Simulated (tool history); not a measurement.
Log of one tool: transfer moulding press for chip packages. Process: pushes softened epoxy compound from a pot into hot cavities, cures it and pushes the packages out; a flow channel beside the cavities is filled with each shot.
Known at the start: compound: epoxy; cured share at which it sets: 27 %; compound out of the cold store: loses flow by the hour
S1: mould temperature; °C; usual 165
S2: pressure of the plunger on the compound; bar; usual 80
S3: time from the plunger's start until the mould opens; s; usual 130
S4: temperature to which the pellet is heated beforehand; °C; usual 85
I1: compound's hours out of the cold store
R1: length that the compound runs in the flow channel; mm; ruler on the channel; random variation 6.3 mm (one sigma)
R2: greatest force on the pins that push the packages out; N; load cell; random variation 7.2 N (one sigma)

Run 1, hour 0: usual settings; I1 17.8. Result: R1 661 mm, R2 384 N.
Run 2, hour 24.2: usual settings; I1 44.9. Result: R1 592 mm, R2 427 N.
At hour 37: cavities cleaned with cleaning compound and waxed.
Run 3, hour 51: usual settings; I1 47.2. Result: R1 588 mm, R2 339 N.
At hour 55: plunger's sealing rings changed.
Run 4, hour 72.3: usual settings; I1 44.1. Result: R1 639 mm, R2 398 N.
Run 5, hour 86.7: usual settings; I1 26.9. Result: R1 684 mm, R2 426 N.
At hour 97.4: cavities cleaned with cleaning compound and waxed.
Run 6, hour 103.9: usual settings but S4 79 °C; I1 18.5. Result: R1 691 mm, R2 320 N.
Run 7, hour 126.3: usual settings but S4 79 °C; I1 34.8. Result: R1 661 mm, R2 396 N.
Run 8, hour 149.4: usual settings but S4 79 °C; I1 40.8. Result: R1 643 mm, R2 435 N.
At hour 154.2: cavities cleaned with cleaning compound and waxed.
Run 9, hour 177.4: usual settings; I1 9.5. Result: R1 699 mm, R2 389 N.
Run 10, hour 193.1: usual settings; I1 17.1. Result: R1 680 mm, R2 417 N.
At hour 211.1: cavities cleaned with cleaning compound and waxed.
Run 11, hour 214.7: usual settings; I1 43.6. Result: R1 626 mm, R2 280 N.
At hour 240.8: mould's thermocouples calibrated.
Run 12, hour 244.3: usual settings but S1 160 °C; I1 34.3. Result: R1 651 mm, R2 605 N.
At hour 271.5: cavities cleaned with cleaning compound and waxed.
Run 13, hour 273.4: usual settings but S1 160 °C; I1 22.5. Result: R1 696 mm, R2 455 N.
Run 14, hour 290.1: usual settings but S1 160 °C; I1 28.9. Result: R1 669 mm, R2 535 N.
Run 15, hour 316.8: usual settings but S1 159 °C; I1 36. Result: R1 648 mm, R2 716 N.
At hour 328.4: cavities cleaned with cleaning compound and waxed.
Run 16, hour 339.2: usual settings but S2 88.5 bar; I1 29. Result: R1 676 mm, R2 357 N.
Run 17, hour 357.3: usual settings but S2 85.7 bar; I1 21.9. Result: R1 692 mm, R2 419 N.
Run 18, hour 376: usual settings but S4 77 °C; I1 30.3. Result: R1 636 mm, R2 468 N.
At hour 386.7: cavities cleaned with cleaning compound and waxed.
Run 19, hour 392.9: usual settings but S1 169 °C, S2 62.7 bar; I1 15.1. Result: R1 589 mm, R2 273 N.
Run 20, hour 411.7: usual settings but S1 169 °C, S2 62.7 bar; I1 39.1. Result: R1 529 mm, R2 319 N.
Run 21, hour 428.7: usual settings but S4 91 °C; I1 39. Result: R1 613 mm, R2 414 N.
At hour 440.9: plunger's sealing rings changed.
Run 22, hour 443.2: usual settings but S4 91 °C; I1 10.4. Result: R1 722 mm, R2 482 N.
At hour 446.9: cavities cleaned with cleaning compound and waxed.
Run 23, hour 459.5: usual settings but S3 124 s, S4 91 °C; I1 27.4. Result: R1 673 mm, R2 378 N.
Run 24, hour 476.7: usual settings but S1 173 °C, S3 110 s, S4 91 °C; I1 10.1. Result: R1 681 mm, R2 354 N.
Run 25, hour 488.7: usual settings but S1 173 °C, S2 62.6 bar; I1 17.3. Result: R1 593 mm, R2 325 N.
At hour 504.6: cavities cleaned with cleaning compound and waxed.
Run 26, hour 513.5: usual settings but S1 173 °C, S2 62.6 bar, S3 168 s; I1 35.5. Result: R1 557 mm, R2 250 N.
Run 27, hour 534.5: usual settings but S1 173 °C, S2 62.6 bar, S3 140 s, S4 83 °C; I1 9. Result: R1 602 mm, R2 297 N.

3 ways to go on from here, each from the tool as it stands after run 27. What would each give?
Run A, hour 549.6: usual settings but S2 64.7 bar, S3 164 s; I1 40.3. Result: R1 ?, R2 ?.
Run B, hour 549.6: usual settings but S1 173 °C, S2 62.6 bar, S3 153 s, S4 83 °C; I1 8.3. Result: R1 ?, R2 ?.
Run C, hour 549.6: usual settings but S1 161 °C, S2 62.6 bar, S3 140 s, S4 90 °C; I1 47.9. Result: R1 ?, R2 ?.

run   R1   R2
  A  582  340
  B  598  325
  C  580  464
Without the tool's hidden state the same runs would have given:
run   R1   R2
  A  597  229
  B  613  217
  C  595  320
